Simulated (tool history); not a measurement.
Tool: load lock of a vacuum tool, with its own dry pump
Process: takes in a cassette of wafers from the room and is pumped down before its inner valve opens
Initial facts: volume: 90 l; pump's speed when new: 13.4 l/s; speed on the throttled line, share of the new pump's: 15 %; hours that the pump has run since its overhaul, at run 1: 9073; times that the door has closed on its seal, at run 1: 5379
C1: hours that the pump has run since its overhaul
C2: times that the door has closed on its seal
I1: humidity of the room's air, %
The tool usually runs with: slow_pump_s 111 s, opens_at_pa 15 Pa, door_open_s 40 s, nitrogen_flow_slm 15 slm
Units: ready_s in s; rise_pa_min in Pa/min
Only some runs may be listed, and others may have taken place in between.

{"run": 1, "hour": 0.0, "slow_pump_s": 111, "opens_at_pa": 15, "door_open_s": 40, "nitrogen_flow_slm": 15, "C1": 9073, "C2": 5379, "I1": 42.4, "ready_s": 162.3, "rise_pa_min": 0.019}
{"run": 2, "hour": 105.7, "slow_pump_s": 111, "opens_at_pa": 15, "door_open_s": 40, "nitrogen_flow_slm": 15, "C1": 9179, "C2": 5549, "I1": 44, "ready_s": 163.8, "rise_pa_min": 0.023}
{"run": 3, "hour": 206.8, "slow_pump_s": 111, "opens_at_pa": 15, "door_open_s": 40, "nitrogen_flow_slm": 15, "C1": 9280, "C2": 5712, "I1": 47.8, "ready_s": 161.3, "rise_pa_min": 0.019}
{"run": 4, "hour": 293.1, "slow_pump_s": 111, "opens_at_pa": 15, "door_open_s": 40, "nitrogen_flow_slm": 15, "C1": 9366, "C2": 5851, "I1": 47.1, "ready_s": 161.1, "rise_pa_min": 0.021}
{"run": 5, "hour": 381.8, "slow_pump_s": 111, "opens_at_pa": 14, "door_open_s": 40, "nitrogen_flow_slm": 15, "C1": 9455, "C2": 5994, "I1": 50, "ready_s": 162.4, "rise_pa_min": 0.022}
{"run": 6, "hour": 492.9, "slow_pump_s": 111, "opens_at_pa": 15, "door_open_s": 40, "nitrogen_flow_slm": 15, "C1": 9566, "C2": 6173, "I1": 44.6, "ready_s": 163.2, "rise_pa_min": 0.016}
{"run": 7, "hour": 556.6, "slow_pump_s": 111, "opens_at_pa": 15, "door_open_s": 40, "nitrogen_flow_slm": 15, "C1": 9630, "C2": 6276, "I1": 47.2, "ready_s": 163.3, "rise_pa_min": 0.022}
{"run": 8, "hour": 679.0, "slow_pump_s": 111, "opens_at_pa": 15, "door_open_s": 40, "nitrogen_flow_slm": 15, "C1": 9752, "C2": 6473, "I1": 48, "ready_s": 163.2, "rise_pa_min": 0.02}
{"run": 9, "hour": 734.5, "slow_pump_s": 111, "opens_at_pa": 15, "door_open_s": 40, "nitrogen_flow_slm": 15, "C1": 9808, "C2": 6563, "I1": 45.9, "ready_s": 162.2, "rise_pa_min": 0.022}
{"run": 10, "hour": 828.4, "slow_pump_s": 111, "opens_at_pa": 15, "door_open_s": 40, "nitrogen_flow_slm": 15, "C1": 9901, "C2": 6714, "I1": 43.2, "ready_s": 160.5, "rise_pa_min": 0.026}
{"run": 11, "hour": 924.4, "slow_pump_s": 111, "opens_at_pa": 30, "door_open_s": 40, "nitrogen_flow_slm": 15, "C1": 9997, "C2": 6869, "I1": 46.2, "ready_s": 157.9, "rise_pa_min": 0.023}
{"run": 12, "hour": 989.0, "slow_pump_s": 111, "opens_at_pa": 30, "door_open_s": 40, "nitrogen_flow_slm": 15, "C1": 10062, "C2": 6973, "I1": 44.1, "ready_s": 156.2, "rise_pa_min": 0.021}
{"run": 13, "hour": 1039.6, "slow_pump_s": 111, "opens_at_pa": 30, "door_open_s": 40, "nitrogen_flow_slm": 15, "C1": 10113, "C2": 7055, "I1": 43.6, "ready_s": 156.1, "rise_pa_min": 0.018}
{"run": 14, "hour": 1127.6, "slow_pump_s": 172, "opens_at_pa": 15, "door_open_s": 40, "nitrogen_flow_slm": 15, "C1": 10201, "C2": 7196, "I1": 44.8, "ready_s": 213, "rise_pa_min": 0.022}
{"run": 15, "hour": 1238.9, "slow_pump_s": 111, "opens_at_pa": 22, "door_open_s": 40, "nitrogen_flow_slm": 15, "C1": 10312, "C2": 7376, "I1": 46.1, "ready_s": 159.3, "rise_pa_min": 0.028}
{"run": 16, "hour": 1328.9, "slow_pump_s": 111, "opens_at_pa": 15, "door_open_s": 40, "nitrogen_flow_slm": 6, "C1": 10402, "C2": 7521, "I1": 42, "ready_s": 162.3, "rise_pa_min": 0.028}
{"run": 17, "hour": 1434.1, "slow_pump_s": 111, "opens_at_pa": 15, "door_open_s": 40, "nitrogen_flow_slm": 15, "C1": 10507, "C2": 7691, "I1": 45.9, "ready_s": 161.4, "rise_pa_min": 0.026}
{"run": 18, "hour": 1535.1, "slow_pump_s": 111, "opens_at_pa": 15, "door_open_s": 40, "nitrogen_flow_slm": 15, "C1": 10608, "C2": 7854, "I1": 44.9, "ready_s": 163, "rise_pa_min": 0.019}
{"run": 19, "hour": 1653.2, "slow_pump_s": 111, "opens_at_pa": 15, "door_open_s": 40, "nitrogen_flow_slm": 15, "C1": 10726, "C2": 8044, "I1": 47.2, "ready_s": 162.5, "rise_pa_min": 0.023}
{"run": 20, "hour": 1705.9, "slow_pump_s": 110, "opens_at_pa": 15, "door_open_s": 40, "nitrogen_flow_slm": 15, "C1": 10779, "C2": 8129, "I1": 43.3, "ready_s": 161.9, "rise_pa_min": 0.028}
{"run": 21, "hour": 1802.7, "slow_pump_s": 145, "opens_at_pa": 21, "door_open_s": 118, "nitrogen_flow_slm": 4, "C1": 10876, "C2": 8285, "I1": 46.4, "ready_s": 185.1, "rise_pa_min": 0.052}
{"run": 22, "hour": 1855.7, "slow_pump_s": 62, "opens_at_pa": 15, "door_open_s": 53, "nitrogen_flow_slm": 39, "C1": 10929, "C2": 8370, "I1": 45.2, "ready_s": 123.6, "rise_pa_min": 0.023}
{"run": 23, "hour": 1914.5, "slow_pump_s": 62, "opens_at_pa": 15, "door_open_s": 53, "nitrogen_flow_slm": 39, "C1": 10988, "C2": 8465, "I1": 42.8, "ready_s": 124.3, "rise_pa_min": 0.024}
{"run": 24, "hour": 1988.4, "slow_pump_s": 62, "opens_at_pa": 15, "door_open_s": 53, "nitrogen_flow_slm": 39, "C1": 11061, "C2": 8584, "I1": 45.9, "ready_s": 123.5, "rise_pa_min": 0.022}
{"run": 25, "hour": 2057.1, "slow_pump_s": 62, "opens_at_pa": 15, "door_open_s": 53, "nitrogen_flow_slm": 39, "C1": 11130, "C2": 8695, "I1": 45.5, "ready_s": 124.1, "rise_pa_min": 0.015}
{"run": 26, "hour": 2112.5, "slow_pump_s": 215, "opens_at_pa": 15, "door_open_s": 70, "nitrogen_flow_slm": 39, "C1": 11186, "C2": 8784, "I1": 46.7, "ready_s": 251.6, "rise_pa_min": 0.026}
{"run": 27, "hour": 2173.3, "slow_pump_s": 215, "opens_at_pa": 15, "door_open_s": 27, "nitrogen_flow_slm": 39, "C1": 11246, "C2": 8882, "I1": 43.3, "ready_s": 250, "rise_pa_min": 0.022}
{"run": 28, "hour": 2243.9, "slow_pump_s": 215, "opens_at_pa": 15, "door_open_s": 27, "nitrogen_flow_slm": 39, "C1": 11317, "C2": 8996, "I1": 46.9, "ready_s": 248.7, "rise_pa_min": 0.024}
{"run": 29, "hour": 2316.6, "slow_pump_s": 129, "opens_at_pa": 15, "door_open_s": 40, "nitrogen_flow_slm": 39, "C1": 11390, "C2": 9113, "I1": 44.1, "ready_s": 179.4, "rise_pa_min": 0.025}
{"run": 30, "hour": 2383.9, "slow_pump_s": 129, "opens_at_pa": 15, "door_open_s": 40, "nitrogen_flow_slm": 39, "C1": 11457, "C2": 9222, "I1": 44.6, "ready_s": 178.7, "rise_pa_min": 0.024}
{"run": 31, "hour": 2441.3, "slow_pump_s": 72, "opens_at_pa": 13, "door_open_s": 40, "nitrogen_flow_slm": 39, "C1": 11514, "C2": 9315, "I1": 40.6, "ready_s": 133.5, "rise_pa_min": 0.026}
{"run": 32, "hour": 2529.3, "slow_pump_s": 206, "opens_at_pa": 15, "door_open_s": 51, "nitrogen_flow_slm": 14, "C1": 11602, "C2": 9456, "I1": 44.1, "ready_s": 243.4, "rise_pa_min": 0.031}
{"run": 33, "hour": 2615.9, "slow_pump_s": 206, "opens_at_pa": 15, "door_open_s": 51, "nitrogen_flow_slm": 14, "C1": 11689, "C2": 9596, "I1": 44.6, "ready_s": 242, "rise_pa_min": 0.029}
{"run": 34, "hour": 2705.3, "slow_pump_s": 206, "opens_at_pa": 15, "door_open_s": 51, "nitrogen_flow_slm": 14, "C1": 11778, "C2": 9740, "I1": 45.6, "ready_s": 241.2, "rise_pa_min": 0.025}
{"run": 35, "hour": 2806.9, "slow_pump_s": 206, "opens_at_pa": 15, "door_open_s": 51, "nitrogen_flow_slm": 14, "C1": 11880, "C2": 9904, "I1": 45.1, "ready_s": 241.9, "rise_pa_min": 0.028}
{"run": 36, "hour": 2920.5, "slow_pump_s": 206, "opens_at_pa": 15, "door_open_s": 70, "nitrogen_flow_slm": 14, "C1": 11994, "C2": 10087, "I1": 48.1, "ready_s": 242.9, "rise_pa_min": 0.038}
{"run": 37, "hour": 3007.5, "slow_pump_s": 79, "opens_at_pa": 28, "door_open_s": 164, "nitrogen_flow_slm": 8, "C1": 12081, "C2": 10227, "I1": 47.3, "ready_s": 133.2, "rise_pa_min": 0.053}

What if the next run were any one of these 4? Each begins from the tool's condition after run 37:
{"run": "A", "hour": 3099.2, "slow_pump_s": 111, "opens_at_pa": 15, "door_open_s": 37, "nitrogen_flow_slm": 15, "C1": 12172, "C2": 10375, "I1": 46.6, "ready_s": "?", "rise_pa_min": "?"}
{"run": "B", "hour": 3099.2, "slow_pump_s": 127, "opens_at_pa": 15, "door_open_s": 164, "nitrogen_flow_slm": 30, "C1": 12172, "C2": 10375, "I1": 45.3, "ready_s": "?", "rise_pa_min": "?"}
{"run": "C", "hour": 3099.2, "slow_pump_s": 79, "opens_at_pa": 28, "door_open_s": 55, "nitrogen_flow_slm": 8, "C1": 12172, "C2": 10375, "I1": 44.9, "ready_s": "?", "rise_pa_min": "?"}
{"run": "D", "hour": 3099.2, "slow_pump_s": 155, "opens_at_pa": 12, "door_open_s": 113, "nitrogen_flow_slm": 8, "C1": 12172, "C2": 10375, "I1": 47.6, "ready_s": "?", "rise_pa_min": "?"}

run=A ready_s=163.6 rise_pa_min=0.026
run=B ready_s=178.3 rise_pa_min=0.038
run=C ready_s=132.1 rise_pa_min=0.045
run=D ready_s=202.9 rise_pa_min=0.046
With the hidden condition removed and each run's random variation left untouched, the same runs would have given:
run=A ready_s=152.7 rise_pa_min=0.008
run=B ready_s=168.1 rise_pa_min=0.02
run=C ready_s=121.3 rise_pa_min=0.027
run=D ready_s=193.2 rise_pa_min=0.028
